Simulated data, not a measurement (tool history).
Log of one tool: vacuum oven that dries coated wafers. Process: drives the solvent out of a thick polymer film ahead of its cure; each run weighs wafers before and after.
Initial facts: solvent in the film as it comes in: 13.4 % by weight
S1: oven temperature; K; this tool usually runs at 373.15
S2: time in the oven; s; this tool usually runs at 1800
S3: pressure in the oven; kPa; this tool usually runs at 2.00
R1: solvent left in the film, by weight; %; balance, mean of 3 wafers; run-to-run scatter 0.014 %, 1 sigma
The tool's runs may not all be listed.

Run 1, day 0.000: usual settings. Result: R1 1.93 %.
Run 2, day 2.946: usual settings but S2 1380 s. Result: R1 2.50 %.
Run 3, day 6.075: usual settings but S1 364.15 K. Result: R1 3.22 %.
Run 4, day 7.700: usual settings but S1 364.15 K, S3 3.82 kPa. Result: R1 4.47 %.
Run 5, day 10.846: usual settings but S3 7.21 kPa. Result: R1 4.68 %.
Run 6, day 14.112: usual settings but S3 5.06 kPa. Result: R1 3.56 %.
Run 7, day 16.812: usual settings but S3 5.06 kPa. Result: R1 3.55 %.
Run 8, day 19.258: usual settings but S3 5.06 kPa. Result: R1 3.52 %.
Run 9, day 20.650: usual settings but S2 1200 s. Result: R1 2.88 %.
Run 10, day 22.992: usual settings but S2 1200 s. Result: R1 2.93 %.
Run 11, day 26.308: usual settings but S2 1200 s. Result: R1 2.91 %.
Run 12, day 28.846: usual settings. Result: R1 1.93 %.
Run 13, day 30.575: usual settings. Result: R1 1.96 %.
Run 14, day 33.792: usual settings but S3 2.24 kPa. Result: R1 2.07 %.
Run 15, day 36.300: usual settings but S3 2.24 kPa. Result: R1 2.06 %.
Run 16, day 39.467: usual settings but S3 2.24 kPa. Result: R1 2.09 %.
Run 17, day 42.050: usual settings. Result: R1 1.95 %.
Run 18, day 44.038: usual settings. Result: R1 1.94 %.
Run 19, day 46.046: usual settings but S3 2.63 kPa. Result: R1 2.26 %.
Run 20, day 48.967: usual settings. Result: R1 1.96 %.
Run 21, day 50.375: usual settings. Result: R1 1.95 %.
Run 22, day 53.092: usual settings. Result: R1 1.96 %.
Run 23, day 54.996: usual settings but S3 1.19 kPa. Result: R1 1.54 %.
Run 24, day 57.892: usual settings. Result: R1 1.96 %.
Run 25, day 60.475: usual settings but S1 383.15 K, S3 4.14 kPa. Result: R1 1.91 %.
Run 26, day 63.275: usual settings but S1 384.15 K, S2 2280 s, S3 1.81 kPa. Result: R1 0.87 %.
Run 27, day 66.546: usual settings but S1 384.15 K, S2 2280 s, S3 1.81 kPa. Result: R1 0.87 %.
Run 28, day 67.942: usual settings but S1 384.15 K, S3 2.87 kPa. Result: R1 1.38 %.
Run 29, day 69.412: usual settings but S1 384.15 K, S2 2880 s, S3 4.69 kPa. Result: R1 1.94 %.
Run 30, day 71.054: usual settings but S1 363.15 K, S2 2100 s, S3 1.23 kPa. Result: R1 2.68 %.
Run 31, day 74.121: usual settings but S1 363.15 K, S2 1440 s, S3 1.23 kPa. Result: R1 3.78 %.
Run 32, day 77.433: usual settings but S1 363.15 K, S2 1440 s, S3 1.23 kPa. Result: R1 3.79 %.
Run 33, day 79.904: usual settings but S1 363.15 K, S2 1620 s, S3 2.02 kPa. Result: R1 3.92 %.
Run 34, day 83.038: usual settings but S1 363.15 K, S2 1620 s, S3 2.02 kPa. Result: R1 3.92 %.
Run 35, day 85.292: usual settings but S1 375.15 K, S2 1200 s, S3 2.02 kPa. Result: R1 2.73 %.
Run 36, day 87.908: usual settings but S1 375.15 K, S2 1200 s, S3 2.02 kPa. Result: R1 2.36 %.
Run 37, day 89.800: usual settings but S1 375.15 K, S2 1200 s, S3 2.02 kPa. Result: R1 2.35 %.
Run 38, day 92.817: usual settings but S1 360.15 K, S2 1620 s, S3 4.80 kPa. Result: R1 5.94 %.
Run 39, day 95.512: usual settings but S1 360.15 K, S2 1620 s, S3 4.80 kPa. Result: R1 5.93 %.
Run 40, day 97.046: usual settings but S1 385.15 K, S3 2.05 kPa. Result: R1 0.87 %.
Run 41, day 99.267: usual settings but S1 385.15 K, S3 2.05 kPa. Result: R1 0.93 %.
Run 42, day 101.529: usual settings but S1 385.15 K, S2 2940 s, S3 2.05 kPa. Result: R1 0.80 %.
Run 43, day 104.829: usual settings but S2 2040 s, S3 3.43 kPa. Result: R1 2.44 %.
Run 44, day 107.829: usual settings but S1 379.15 K, S2 1680 s, S3 3.43 kPa. Result: R1 2.00 %.
Run 45, day 110.771: usual settings but S1 372.15 K, S2 2760 s, S3 1.37 kPa. Result: R1 1.08 %.
Run 46, day 112.467: usual settings but S2 2640 s. Result: R1 1.41 %.
Run 47, day 114.046: usual settings but S1 385.15 K, S2 1260 s. Result: R1 1.28 %.
Run 48, day 117.004: usual settings but S2 2520 s, S3 1.54 kPa. Result: R1 1.17 %.

Removed from this log: 3 entries logged between the listed runs. Between which two listed runs does each belong, and how does the tool's hidden state at the listed run before it compare with that at the listed run after it?
Run 29 -> run 30: vacuum gauge cleaned of residue and calibrated (day 69.650)
  true wafer temperature over the reading, C: 0.8 -> 0.82; true pressure over the reading, kPa: 0.485 -> 0.71
  measured value less the no-hidden-state value, R1: +0.13 -> +0.39 %
Run 35 -> run 36: vacuum gauge cleaned of residue and calibrated, once more (day 87.908)
  true wafer temperature over the reading, C: 1.03 -> 1.07; true pressure over the reading, kPa: 0.785 -> -0.015
  measured value less the no-hidden-state value, R1: +0.21 -> -0.16 %
Run 40 -> run 41: oven's thermocouples calibrated (day 97.329)
  true wafer temperature over the reading, C: 1.21 -> -0.19; true pressure over the reading, kPa: 0.032 -> 0.045
  measured value less the no-hidden-state value, R1: -0.05 -> +0.02 %
